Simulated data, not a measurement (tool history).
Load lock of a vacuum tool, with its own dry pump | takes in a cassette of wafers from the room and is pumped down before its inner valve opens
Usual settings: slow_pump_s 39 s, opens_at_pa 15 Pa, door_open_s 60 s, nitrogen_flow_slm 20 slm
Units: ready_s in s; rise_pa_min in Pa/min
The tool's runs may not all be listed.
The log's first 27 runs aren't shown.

run    hour  slow_pump_s  opens_at_pa  door_open_s  nitrogen_flow_slm  hours that the pump has run since its overhaul  times that the door has closed on its seal  incoming humidity of the room's air, %  ready_s  rise_pa_min
 28  5192.3           69           12           60                 20                                             538                                       38073                                    47.2     90.7        0.185
 29  5424.8           63           12           60                 20                                             770                                       39098                                    43.6     85.9        0.195
 30  5683.5           39           15           60                 10                                            1029                                       40238                                    42.2     65.1        0.211
 31  5838.6           21           11           63                 22                                            1184                                       40922                                    41.5     52.2        0.207
 32  6040.7           31           13           39                  4                                            1386                                       41813                                    44.4     59.6        0.232
 33  6262.9           31           13          178                  4                                            1609                                       42793                                    46.2     59.6        0.286
 34  6528.1           39           26          103                 21                                            1874                                       43962                                    48.4       63        0.235
 35  6758.8           20           26          103                 21                                            2104                                       44979                                    43.9     48.5        0.243
 36  6949.9           39           15           60                 13                                            2296                                       45822                                    44.1     65.2        0.256
 37  7173.4           25           18           49                  4                                            2519                                       46807                                    43.2     53.7        0.264
 38  7399.6           43           18           49                  9                                            2745                                       47804                                    43.5     68.9        0.266

Forecast each of these 3 alternatives for the next run:
  A  7540.4           39           27          137                  5                                            2886                                       48425                                    45.3        ?            ?
  B  7540.4           43           27           29                 24                                            2886                                       48425                                    41.3        ?            ?
  C  7540.4           39           15           60                  9                                            2886                                       48425                                    46.4        ?            ?

run  ready_s  rise_pa_min
  A     63.2        0.315
  B     66.6        0.256
  C     65.9        0.275
Without the tool's hidden state the same runs would have given:
run  ready_s  rise_pa_min
  A     62.4        0.067
  B     65.8         0.01
  C       65        0.028

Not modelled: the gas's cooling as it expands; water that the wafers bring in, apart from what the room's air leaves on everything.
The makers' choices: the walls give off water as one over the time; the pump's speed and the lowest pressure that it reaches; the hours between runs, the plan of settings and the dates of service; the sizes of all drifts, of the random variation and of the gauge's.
